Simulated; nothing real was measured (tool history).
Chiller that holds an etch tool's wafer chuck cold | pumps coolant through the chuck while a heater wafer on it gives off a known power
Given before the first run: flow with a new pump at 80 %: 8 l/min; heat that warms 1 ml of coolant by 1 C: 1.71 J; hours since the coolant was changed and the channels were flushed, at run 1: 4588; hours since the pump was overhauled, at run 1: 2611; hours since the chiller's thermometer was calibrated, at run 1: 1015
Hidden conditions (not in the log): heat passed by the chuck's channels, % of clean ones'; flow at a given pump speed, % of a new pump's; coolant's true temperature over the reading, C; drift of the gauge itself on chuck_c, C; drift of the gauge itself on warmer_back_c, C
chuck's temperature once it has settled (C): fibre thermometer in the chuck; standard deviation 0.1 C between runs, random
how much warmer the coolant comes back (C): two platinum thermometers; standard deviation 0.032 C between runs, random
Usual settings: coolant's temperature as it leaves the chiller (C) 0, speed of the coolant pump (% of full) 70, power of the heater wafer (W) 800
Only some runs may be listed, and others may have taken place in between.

run	day	coolant's temperature as it leaves the chiller (C)	speed of the coolant pump (% of full)	power of the heater wafer (W)	hours since the coolant was changed and the channels were flushed	hours since the pump was overhauled	hours since the chiller's thermometer was calibrated	chuck's temperature once it has settled (C)	how much warmer the coolant comes back (C)
1	0.000	0	70	800	4588	2611	1015	8.4	4.09
2	6.438	0	70	622	4743	2765	1169	6.7	3.18
3	13.396	0	70	622	4910	2932	1336	6.6	3.17
4	18.904	0	70	622	5042	3064	1468	6.5	3.19
5	25.183	0	70	622	5193	3215	1619	6.7	3.15
6	31.658	0	70	1089	5348	3371	1774	11.6	5.55
7	36.625	2	70	800	5467	3490	1894	10.4	4.08
8	41.308	2	70	800	5580	3602	2006	10.4	4.07
9	49.450	2	70	800	5775	3798	2201	10.4	4.04
10	57.454	2	70	800	5967	3990	2393	10.6	4.08
11	61.238	2	70	800	6058	4080	2484	10.4	4.08
12	65.429	2	70	800	6159	4181	2585	10.6	4.09
# day 70.742: chiller's thermometer calibrated
13	71.433	2	70	800	6302	4324	17	10.4	4.06
14	75.096	2	70	800	6390	4412	104	10.5	4.11
15	80.458	2	70	800	6518	4541	233	10.4	4.05
16	86.667	2	70	800	6667	4690	382	10.3	4.06
17	94.267	0	94	689	6850	4872	565	5.9	2.58
18	98.675	2	67	800	6955	4978	670	10.8	4.25
19	106.917	7	70	800	7153	5176	868	15.6	4.09
20	112.954	7	70	800	7298	5321	1013	15.3	4.05
21	119.796	-8	96	632	7462	5485	1177	-2.6	2.28
# day 125.546: coolant changed, channels flushed
22	128.375	0	92	633	68	5685	1377	5.5	2.39
23	136.900	-6	69	825	273	5889	1582	2.9	4.21
24	141.196	-6	90	825	376	5992	1685	1.6	3.21
25	148.679	-6	90	825	555	6172	1864	1.3	3.19
26	153.379	0	87	1158	668	6285	1977	10.7	4.62
27	157.517	-7	96	961	767	6384	2077	1.3	3.42
28	163.733	-1	70	767	917	6533	2226	7.3	3.87
29	170.896	10	83	767	1088	6705	2398	17.2	3.22
30	175.704	0	72	1058	1204	6821	2513	11.0	5.15
# day 183.921: chiller's thermometer calibrated
31	184.104	-7	91	800	1404	7021	4	0.2	3.04

Predict each of these 4 candidate next runs independently; none follows another, all start after run 31:
A	190.321	2	91	1148	1554	7170	154	?	?
B	190.321	6	87	871	1554	7170	154	?	?
C	190.321	-7	64	800	1554	7170	154	?	?
D	190.321	-1	97	800	1554	7170	154	?	?

run	chuck's temperature once it has settled (C)	how much warmer the coolant comes back (C)
A	12.2	4.38
B	13.9	3.46
C	2.2	4.49
D	5.9	2.78
Take away the tool's hidden state, keep each run's random variation, and the runs would have read:
run	chuck's temperature once it has settled (C)	how much warmer the coolant comes back (C)
A	12.1	4.37
B	13.9	3.45
C	2.2	4.48
D	5.9	2.77
